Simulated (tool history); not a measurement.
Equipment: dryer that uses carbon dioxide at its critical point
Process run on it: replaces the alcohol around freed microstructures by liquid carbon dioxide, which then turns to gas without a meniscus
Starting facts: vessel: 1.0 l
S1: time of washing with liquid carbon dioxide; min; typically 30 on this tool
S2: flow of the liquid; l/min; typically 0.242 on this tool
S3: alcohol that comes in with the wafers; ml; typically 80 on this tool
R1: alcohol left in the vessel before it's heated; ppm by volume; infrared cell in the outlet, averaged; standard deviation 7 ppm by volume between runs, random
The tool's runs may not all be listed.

{"run": 1, "day": 0.0, "S1": 30, "S2": 0.242, "S3": 80, "R1": 430}
{"run": 2, "day": 0.483, "S1": 30, "S2": 0.242, "S3": 80, "R1": 450}
{"run": 3, "day": 0.821, "S1": 30, "S2": 0.242, "S3": 80, "R1": 445}
{"run": 4, "day": 1.079, "S1": 30, "S2": 0.242, "S3": 80, "R1": 459}
{"run": 5, "day": 1.342, "S1": 30, "S2": 0.242, "S3": 80, "R1": 462}
{"run": 6, "day": 1.646, "S1": 30, "S2": 0.242, "S3": 80, "R1": 446}
{"run": 7, "day": 2.192, "S1": 30, "S2": 0.242, "S3": 80, "R1": 462}
{"run": 8, "day": 2.5, "S1": 30, "S2": 0.242, "S3": 49, "R1": 294}
{"run": 9, "day": 2.879, "S1": 30, "S2": 0.179, "S3": 49, "R1": 1076}
{"run": 10, "day": 3.129, "S1": 30, "S2": 0.179, "S3": 49, "R1": 1076}
{"run": 11, "day": 3.517, "S1": 21, "S2": 0.179, "S3": 49, "R1": 3362}
{"run": 12, "day": 3.858, "S1": 21, "S2": 0.179, "S3": 49, "R1": 3434}
{"run": 13, "day": 4.25, "S1": 43, "S2": 0.182, "S3": 21, "R1": 115}
{"run": 14, "day": 4.508, "S1": 24, "S2": 0.232, "S3": 102, "R1": 1961}
{"run": 15, "day": 4.879, "S1": 32, "S2": 0.318, "S3": 80, "R1": 95}
{"run": 16, "day": 5.354, "S1": 32, "S2": 0.318, "S3": 80, "R1": 91}
{"run": 17, "day": 5.742, "S1": 30, "S2": 0.242, "S3": 80, "R1": 511}
{"run": 18, "day": 5.992, "S1": 26, "S2": 0.275, "S3": 57, "R1": 384}

What if the next run were any one of these 3? Each begins from the tool's condition after run 18:
{"run": "A", "day": 6.438, "S1": 29, "S2": 0.351, "S3": 48, "R1": "?"}
{"run": "B", "day": 6.438, "S1": 43, "S2": 0.322, "S3": 80, "R1": "?"}
{"run": "C", "day": 6.438, "S1": 43, "S2": 0.275, "S3": 57, "R1": "?"}

run=A R1=77
run=B R1=43
run=C R1=55
Stripped of hidden state, with their random variation kept, the same runs would have yielded:
run=A R1=28
run=B R1=7
run=C R1=14
